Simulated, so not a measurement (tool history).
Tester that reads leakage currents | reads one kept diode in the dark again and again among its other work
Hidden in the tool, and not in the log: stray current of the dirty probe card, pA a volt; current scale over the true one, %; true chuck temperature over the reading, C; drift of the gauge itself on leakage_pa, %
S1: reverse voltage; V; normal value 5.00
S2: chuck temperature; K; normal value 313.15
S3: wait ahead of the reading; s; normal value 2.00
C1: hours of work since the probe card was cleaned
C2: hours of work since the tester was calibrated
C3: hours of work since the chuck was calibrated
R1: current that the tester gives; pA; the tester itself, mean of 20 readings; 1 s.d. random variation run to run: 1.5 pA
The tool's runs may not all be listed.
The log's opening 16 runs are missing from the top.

run 17 day=22.067 | S1=1.25 S2=308.15 S3=1.27 | C1=367 C2=1503 C3=155 | R1=175.40
run 18 day=23.896 | S1=2.72 S2=313.15 S3=2.00 | C1=398 C2=1533 C3=185 | R1=371.65
run 19 day=25.438 | S1=2.72 S2=313.15 S3=2.00 | C1=423 C2=1559 C3=211 | R1=370.75
run 20 day=26.550 | S1=1.83 S2=306.15 S3=1.29 | C1=441 C2=1577 C3=229 | R1=176.54
run 21 day=28.200 | S1=2.98 S2=315.15 S3=2.00 | C1=469 C2=1604 C3=256 | R1=449.66
-- day=28.417 tester calibrated
run 22 day=29.221 | S1=6.28 S2=315.15 S3=0.73 | C1=484 C2=13 C3=272 | R1=633.48
run 23 day=30.583 | S1=6.21 S2=318.15 S3=2.00 | C1=507 C2=36 C3=294 | R1=788.75
run 24 day=31.471 | S1=5.97 S2=313.15 S3=9.25 | C1=521 C2=50 C3=309 | R1=527.34
run 25 day=32.754 | S1=5.97 S2=313.15 S3=9.25 | C1=542 C2=72 C3=330 | R1=523.76
run 26 day=33.629 | S1=5.97 S2=313.15 S3=9.25 | C1=557 C2=86 C3=345 | R1=524.70
run 27 day=35.138 | S1=5.97 S2=313.15 S3=9.25 | C1=582 C2=111 C3=370 | R1=522.14
run 28 day=36.525 | S1=14.84 S2=303.15 S3=9.13 | C1=605 C2=134 C3=393 | R1=358.49
-- day=37.021 tester calibrated, once more
run 29 day=38.288 | S1=14.84 S2=301.15 S3=9.13 | C1=632 C2=21 C3=420 | R1=306.15
run 30 day=39.496 | S1=1.33 S2=328.15 S3=2.00 | C1=652 C2=41 C3=440 | R1=796.73

Below are 3 alternative next runs, each starting from the tool's condition after run 30. Predict each:
run A day=41.217 | S1=4.03 S2=313.15 S3=2.00 | C1=681 C2=69 C3=469 | R1=?
run B day=41.217 | S1=15.11 S2=321.15 S3=2.00 | C1=681 C2=69 C3=469 | R1=?
run C day=41.217 | S1=1.33 S2=293.15 S3=2.00 | C1=681 C2=69 C3=469 | R1=?

run=A R1=436.80
run=B R1=1467.85
run=C R1=49.67
Without the tool's unlogged condition, the same runs would have read:
run=A R1=459.02
run=B R1=1537.91
run=C R1=52.17
